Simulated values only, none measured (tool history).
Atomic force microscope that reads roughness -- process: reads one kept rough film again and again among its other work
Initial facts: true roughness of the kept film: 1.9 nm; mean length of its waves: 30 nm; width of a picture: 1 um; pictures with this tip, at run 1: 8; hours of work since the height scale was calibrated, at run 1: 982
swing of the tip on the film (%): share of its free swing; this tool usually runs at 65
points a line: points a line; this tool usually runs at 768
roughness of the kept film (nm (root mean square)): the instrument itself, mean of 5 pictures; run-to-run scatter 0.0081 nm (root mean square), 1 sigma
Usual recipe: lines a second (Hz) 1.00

run   hour  lines a second (Hz)  swing of the tip on the film (%)  points a line  pictures with this tip  hours of work since the height scale was calibrated  roughness of the kept film (nm (root mean square))
  1    0.0                 1.00                                65            768                       8                                                  982                                               1.742
      38.2  -- new tip fitted
  2   38.2                 1.00                                86            768                       0                                                 1012                                               1.687
  3   69.2                 1.00                                65            768                      83                                                 1037                                               1.492
      81.9  -- new tip fitted
  4  102.1                 1.00                                65            768                      54                                                 1062                                               1.601
     125.4  -- new tip fitted
  5  163.6                 1.00                                65            768                     102                                                 1111                                               1.424
     168.1  -- new tip fitted
  6  201.7                 1.00                                65            768                      90                                                 1140                                               1.484
     211.7  -- new tip fitted
  7  238.0                 1.00                                65            768                      71                                                 1169                                               1.526
     253.8  -- new tip fitted
  8  291.8                 1.00                                65            768                     101                                                 1211                                               1.478
     298.3  -- new tip fitted
     340.2  -- new tip fitted
  9  349.5                 1.00                                65            768                      25                                                 1256                                               1.677
     382.7  -- new tip fitted
 10  417.1                 1.00                                65            364                      92                                                 1309                                               1.475
     425.9  -- new tip fitted
 11  448.1                 2.19                                65            768                      60                                                 1333                                               1.545
     471.7  -- new tip fitted
 12  506.6                 2.19                                65            768                      94                                                 1379                                               1.445
     514.8  -- new tip fitted
 13  552.5                 2.61                                65            768                     101                                                 1415                                               1.417
     558.9  -- new tip fitted
     603.7  -- new tip fitted
 14  617.5                 2.61                                65            768                      37                                                 1466                                               1.606
     645.8  -- new tip fitted
 15  673.2                 1.00                                65            767                      74                                                 1510                                               1.539
     686.7  -- new tip fitted
     729.4  -- new tip fitted
 16  739.9                 1.00                                65            767                      28                                                 1562                                               1.681
     770.4  -- new tip fitted
 17  783.0                 1.71                                76            854                      34                                                 1596                                               1.559
     815.3  -- new tip fitted
 18  834.6                 1.71                                76            854                      52                                                 1636                                               1.522
     856.9  -- new tip fitted
 19  867.8                 1.71                                76            280                      29                                                 1662                                               1.554
     898.0  -- new tip fitted
 20  933.8                 1.71                                76            280                      96                                                 1714                                               1.384
     941.7  -- new tip fitted
     984.4  -- new tip fitted
 21  990.2                 1.00                                83            487                      15                                                 1758                                               1.625

Run 22 is up next; what results do you expect?
     1029.5  -- new tip fitted
 22  1046.4                 1.00                                83            487                      45                                                 1802                                                   ?

{"run 22": {"roughness of the kept film (nm (root mean square))": 1.558}}
Minus the tool's unlogged condition, the same run would have read roughness of the kept film (nm (root mean square)) 1.687.
